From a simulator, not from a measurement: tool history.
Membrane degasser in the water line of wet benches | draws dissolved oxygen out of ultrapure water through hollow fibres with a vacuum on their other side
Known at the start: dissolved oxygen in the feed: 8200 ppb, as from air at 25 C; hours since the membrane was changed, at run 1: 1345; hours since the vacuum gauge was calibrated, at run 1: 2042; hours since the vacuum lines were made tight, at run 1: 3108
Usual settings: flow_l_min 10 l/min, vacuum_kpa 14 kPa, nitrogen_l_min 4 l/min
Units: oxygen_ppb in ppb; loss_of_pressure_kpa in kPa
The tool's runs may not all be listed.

| run | hour | flow_l_min | vacuum_kpa | nitrogen_l_min | hours since the membrane was changed | hours since the vacuum gauge was calibrated | hours since the vacuum lines were made tight | oxygen_ppb | loss_of_pressure_kpa |
|---|---|---|---|---|---|---|---|---|---|
| 1 | 0 | 10 | 14 | 4 | 1345 | 2042 | 3108 | 69.2 | 65.41 |
| 2 | 44.8 | 10 | 14 | 4 | 1390 | 2087 | 3153 | 69.9 | 65.74 |
| 3 | 93.6 | 10 | 14 | 4 | 1439 | 2136 | 3202 | 69.1 | 65.63 |
| 4 | 130.6 | 10 | 14 | 4 | 1476 | 2173 | 3239 | 69.8 | 66.07 |
| 5 | 167 | 10 | 19.8 | 4 | 1512 | 2209 | 3275 | 103.8 | 65.38 |
| 6 | 223.6 | 10 | 19.8 | 4 | 1569 | 2266 | 3332 | 106.4 | 66.25 |
| 7 | 274.5 | 10 | 14 | 4 | 1619 | 2317 | 3383 | 69.6 | 66.02 |
| 8 | 328.1 | 10 | 10.9 | 2.39 | 1673 | 2370 | 3436 | 81.5 | 65.38 |
| 9 | 371.4 | 10 | 10.9 | 2.13 | 1716 | 2414 | 3480 | 90.1 | 65.51 |

Forecast run 10:
| 10 | 408.6 | 12 | 17 | 1.61 | 1754 | 2451 | 3517 | ? | ? |

Run 10 gave oxygen_ppb 246.5 ppb, loss_of_pressure_kpa 78.86 kPa.
Without the tool's hidden state the same run would have given oxygen_ppb 246.4 ppb, loss_of_pressure_kpa 78.83 kPa.
